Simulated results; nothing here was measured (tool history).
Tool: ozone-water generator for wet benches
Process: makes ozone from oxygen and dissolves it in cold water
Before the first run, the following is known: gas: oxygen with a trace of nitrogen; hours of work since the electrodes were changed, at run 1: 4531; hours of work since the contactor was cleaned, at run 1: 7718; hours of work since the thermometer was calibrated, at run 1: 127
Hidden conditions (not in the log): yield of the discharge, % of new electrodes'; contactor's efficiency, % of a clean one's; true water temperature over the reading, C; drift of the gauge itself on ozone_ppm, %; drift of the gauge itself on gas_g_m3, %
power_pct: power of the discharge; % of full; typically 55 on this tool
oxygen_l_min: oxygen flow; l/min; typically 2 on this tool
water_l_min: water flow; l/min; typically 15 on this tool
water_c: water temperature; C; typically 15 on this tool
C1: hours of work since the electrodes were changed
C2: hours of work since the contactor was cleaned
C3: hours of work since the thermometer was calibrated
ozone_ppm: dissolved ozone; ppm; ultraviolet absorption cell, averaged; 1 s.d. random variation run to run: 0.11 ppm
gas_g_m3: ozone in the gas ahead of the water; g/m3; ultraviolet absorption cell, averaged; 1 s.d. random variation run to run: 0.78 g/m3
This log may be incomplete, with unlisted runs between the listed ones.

run 1 hour=0 | power_pct=55 oxygen_l_min=2 water_l_min=15 water_c=15 | C1=4531 C2=7718 C3=127 | ozone_ppm=8.1 gas_g_m3=111.7
run 2 hour=64.4 | power_pct=55 oxygen_l_min=2 water_l_min=15 water_c=15 | C1=4590 C2=7777 C3=185 | ozone_ppm=7.9 gas_g_m3=110.2
run 3 hour=176.9 | power_pct=55 oxygen_l_min=2 water_l_min=15 water_c=15 | C1=4692 C2=7879 C3=288 | ozone_ppm=7.8 gas_g_m3=111.6
run 4 hour=237.9 | power_pct=55 oxygen_l_min=2 water_l_min=15 water_c=15 | C1=4748 C2=7935 C3=344 | ozone_ppm=8 gas_g_m3=109.3
run 5 hour=330.3 | power_pct=55 oxygen_l_min=2 water_l_min=15 water_c=15 | C1=4832 C2=8019 C3=428 | ozone_ppm=8 gas_g_m3=109.9
run 6 hour=437.7 | power_pct=55 oxygen_l_min=1.64 water_l_min=15 water_c=15 | C1=4930 C2=8117 C3=526 | ozone_ppm=7.5 gas_g_m3=123.2
run 7 hour=508.8 | power_pct=55 oxygen_l_min=1.64 water_l_min=18 water_c=15 | C1=4995 C2=8182 C3=591 | ozone_ppm=6.3 gas_g_m3=122.9
run 8 hour=650.2 | power_pct=55 oxygen_l_min=1.64 water_l_min=18 water_c=15 | C1=5123 C2=8311 C3=719 | ozone_ppm=6.3 gas_g_m3=121.4
run 9 hour=776.3 | power_pct=55 oxygen_l_min=2 water_l_min=15 water_c=13 | C1=5238 C2=8426 C3=834 | ozone_ppm=8.1 gas_g_m3=109.1
run 10 hour=874.5 | power_pct=55 oxygen_l_min=2 water_l_min=15 water_c=13 | C1=5328 C2=8515 C3=924 | ozone_ppm=7.8 gas_g_m3=108.9
run 11 hour=981.2 | power_pct=55 oxygen_l_min=2 water_l_min=15 water_c=13 | C1=5425 C2=8612 C3=1021 | ozone_ppm=7.9 gas_g_m3=108.4
run 12 hour=1108.3 | power_pct=55 oxygen_l_min=2 water_l_min=15 water_c=13 | C1=5541 C2=8728 C3=1137 | ozone_ppm=7.7 gas_g_m3=108.2
run 13 hour=1238.5 | power_pct=55 oxygen_l_min=2 water_l_min=15 water_c=13 | C1=5660 C2=8847 C3=1256 | ozone_ppm=7.9 gas_g_m3=108.5
run 14 hour=1373.9 | power_pct=98 oxygen_l_min=2 water_l_min=15 water_c=15 | C1=5783 C2=8970 C3=1379 | ozone_ppm=11.8 gas_g_m3=167.3
run 15 hour=1516.2 | power_pct=55 oxygen_l_min=3.5 water_l_min=15 water_c=13 | C1=5913 C2=9100 C3=1509 | ozone_ppm=8.3 gas_g_m3=79.2
run 16 hour=1610.1 | power_pct=46 oxygen_l_min=3.5 water_l_min=15 water_c=19 | C1=5998 C2=9185 C3=1594 | ozone_ppm=6.7 gas_g_m3=68.5
run 17 hour=1708.5 | power_pct=51 oxygen_l_min=2 water_l_min=15 water_c=15 | C1=6088 C2=9275 C3=1684 | ozone_ppm=7.1 gas_g_m3=100.3
run 18 hour=1775.6 | power_pct=46 oxygen_l_min=1.33 water_l_min=15 water_c=12 | C1=6149 C2=9336 C3=1745 | ozone_ppm=6.1 gas_g_m3=118.5
run 19 hour=1867.8 | power_pct=55 oxygen_l_min=2 water_l_min=13 water_c=15 | C1=6233 C2=9420 C3=1829 | ozone_ppm=8.5 gas_g_m3=106.5
run 20 hour=1950.2 | power_pct=55 oxygen_l_min=2 water_l_min=13 water_c=15 | C1=6308 C2=9495 C3=1904 | ozone_ppm=8.5 gas_g_m3=106.2
run 21 hour=2041.9 | power_pct=67 oxygen_l_min=2 water_l_min=21 water_c=12 | C1=6392 C2=9579 C3=1988 | ozone_ppm=6.5 gas_g_m3=122.8
run 22 hour=2129.4 | power_pct=67 oxygen_l_min=2 water_l_min=11 water_c=12 | C1=6471 C2=9659 C3=2067 | ozone_ppm=11.7 gas_g_m3=123.9
run 23 hour=2233.3 | power_pct=67 oxygen_l_min=2.68 water_l_min=11 water_c=14 | C1=6566 C2=9753 C3=2162 | ozone_ppm=11.7 gas_g_m3=104.1
run 24 hour=2347.1 | power_pct=67 oxygen_l_min=2.68 water_l_min=11 water_c=14 | C1=6670 C2=9857 C3=2266 | ozone_ppm=11.6 gas_g_m3=104.2
run 25 hour=2439.4 | power_pct=67 oxygen_l_min=1.67 water_l_min=11 water_c=14 | C1=6754 C2=9941 C3=2350 | ozone_ppm=11.2 gas_g_m3=136.2
run 26 hour=2517.3 | power_pct=69 oxygen_l_min=1.67 water_l_min=11 water_c=9 | C1=6825 C2=10012 C3=2421 | ozone_ppm=11.7 gas_g_m3=135.8

Branching from run 26: 5 alternative next runs. What would each branch give?
run A hour=2660.8 | power_pct=67 oxygen_l_min=2 water_l_min=15 water_c=15 | C1=6956 C2=10143 C3=2552 | ozone_ppm=? gas_g_m3=?
run B hour=2660.8 | power_pct=69 oxygen_l_min=1.73 water_l_min=11 water_c=18 | C1=6956 C2=10143 C3=2552 | ozone_ppm=? gas_g_m3=?
run C hour=2660.8 | power_pct=51 oxygen_l_min=2 water_l_min=20 water_c=18 | C1=6956 C2=10143 C3=2552 | ozone_ppm=? gas_g_m3=?
run D hour=2660.8 | power_pct=55 oxygen_l_min=3.41 water_l_min=13 water_c=15 | C1=6956 C2=10143 C3=2552 | ozone_ppm=? gas_g_m3=?
run E hour=2660.8 | power_pct=69 oxygen_l_min=1.67 water_l_min=18 water_c=22 | C1=6956 C2=10143 C3=2552 | ozone_ppm=? gas_g_m3=?

run=A ozone_ppm=8.5 gas_g_m3=122.4
run=B ozone_ppm=10.9 gas_g_m3=135.3
run=C ozone_ppm=5.2 gas_g_m3=100.8
run=D ozone_ppm=8.8 gas_g_m3=79.6
run=E ozone_ppm=6.7 gas_g_m3=137.2
Without the tool's unlogged condition, the same runs would have read:
run=A ozone_ppm=10.8 gas_g_m3=140
run=B ozone_ppm=13.7 gas_g_m3=155.3
run=C ozone_ppm=6.5 gas_g_m3=112
run=D ozone_ppm=10.9 gas_g_m3=89
run=E ozone_ppm=8.6 gas_g_m3=157.5

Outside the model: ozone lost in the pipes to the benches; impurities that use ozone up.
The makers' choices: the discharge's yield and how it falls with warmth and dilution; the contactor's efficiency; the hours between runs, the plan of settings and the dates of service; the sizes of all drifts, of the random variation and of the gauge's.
